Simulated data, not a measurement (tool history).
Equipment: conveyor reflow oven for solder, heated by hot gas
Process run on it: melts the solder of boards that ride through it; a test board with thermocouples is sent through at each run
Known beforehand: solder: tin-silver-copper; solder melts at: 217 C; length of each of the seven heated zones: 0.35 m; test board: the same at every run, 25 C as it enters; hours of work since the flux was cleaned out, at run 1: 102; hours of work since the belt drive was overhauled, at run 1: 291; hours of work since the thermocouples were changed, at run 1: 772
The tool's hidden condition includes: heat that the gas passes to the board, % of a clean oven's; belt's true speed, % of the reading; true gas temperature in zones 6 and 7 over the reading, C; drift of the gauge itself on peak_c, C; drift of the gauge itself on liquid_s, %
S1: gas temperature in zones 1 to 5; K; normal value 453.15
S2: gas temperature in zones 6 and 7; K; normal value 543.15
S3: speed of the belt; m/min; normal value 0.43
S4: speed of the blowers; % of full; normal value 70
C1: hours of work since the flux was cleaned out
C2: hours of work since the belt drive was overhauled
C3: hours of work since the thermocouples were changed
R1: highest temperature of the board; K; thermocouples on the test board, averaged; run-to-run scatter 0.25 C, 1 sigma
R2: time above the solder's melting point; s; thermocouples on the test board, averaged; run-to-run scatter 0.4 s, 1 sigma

{"run": 1, "hour": 0.0, "S1": 453.15, "S2": 543.15, "S3": 0.43, "S4": 70, "C1": 102, "C2": 291, "C3": 772, "R1": 532.05, "R2": 83}
{"run": 2, "hour": 14.6, "S1": 453.15, "S2": 543.15, "S3": 0.43, "S4": 70, "C1": 109, "C2": 298, "C3": 779, "R1": 532.25, "R2": 82.6}
{"run": 3, "hour": 29.5, "S1": 453.15, "S2": 543.15, "S3": 0.43, "S4": 63, "C1": 117, "C2": 305, "C3": 786, "R1": 530.35, "R2": 80.6}
{"run": 4, "hour": 42.4, "S1": 453.15, "S2": 543.15, "S3": 0.43, "S4": 63, "C1": 123, "C2": 311, "C3": 792, "R1": 530.55, "R2": 81.2}
{"run": 5, "hour": 56.1, "S1": 453.15, "S2": 543.15, "S3": 0.43, "S4": 70, "C1": 130, "C2": 318, "C3": 799, "R1": 532.35, "R2": 82.2}
{"run": 6, "hour": 66.1, "S1": 453.15, "S2": 543.15, "S3": 0.43, "S4": 70, "C1": 134, "C2": 323, "C3": 804, "R1": 531.75, "R2": 82.7}
{"run": 7, "hour": 79.4, "S1": 453.15, "S2": 543.15, "S3": 0.43, "S4": 70, "C1": 141, "C2": 329, "C3": 810, "R1": 532.15, "R2": 82.7}
{"run": 8, "hour": 93.2, "S1": 463.15, "S2": 543.15, "S3": 0.43, "S4": 70, "C1": 148, "C2": 336, "C3": 817, "R1": 532.85, "R2": 88.7}
{"hour": 98.2, "done": "belt drive overhauled, speed set with a stopwatch"}
{"run": 9, "hour": 107.3, "S1": 453.15, "S2": 543.15, "S3": 0.407, "S4": 70, "C1": 152, "C2": 4, "C3": 822, "R1": 533.45, "R2": 89.9}
{"run": 10, "hour": 114.7, "S1": 453.15, "S2": 543.15, "S3": 0.407, "S4": 70, "C1": 156, "C2": 8, "C3": 825, "R1": 533.35, "R2": 88.7}
{"run": 11, "hour": 121.4, "S1": 439.15, "S2": 554.15, "S3": 0.354, "S4": 76, "C1": 159, "C2": 11, "C3": 828, "R1": 547.05, "R2": 105.9}

Run 12 comes next. What will it give?
{"hour": 132.2, "done": "belt drive overhauled, speed set with a stopwatch, once more"}
{"run": 12, "hour": 133.1, "S1": 449.15, "S2": 531.15, "S3": 0.43, "S4": 76, "C1": 163, "C2": 0, "C3": 832, "R1": "?", "R2": "?"}

Run 12 came out at R1 521.25 K, R2 71.4 s.
Without the tool's hidden state the same run would have given R1 520.55 K, R2 71.6 s.

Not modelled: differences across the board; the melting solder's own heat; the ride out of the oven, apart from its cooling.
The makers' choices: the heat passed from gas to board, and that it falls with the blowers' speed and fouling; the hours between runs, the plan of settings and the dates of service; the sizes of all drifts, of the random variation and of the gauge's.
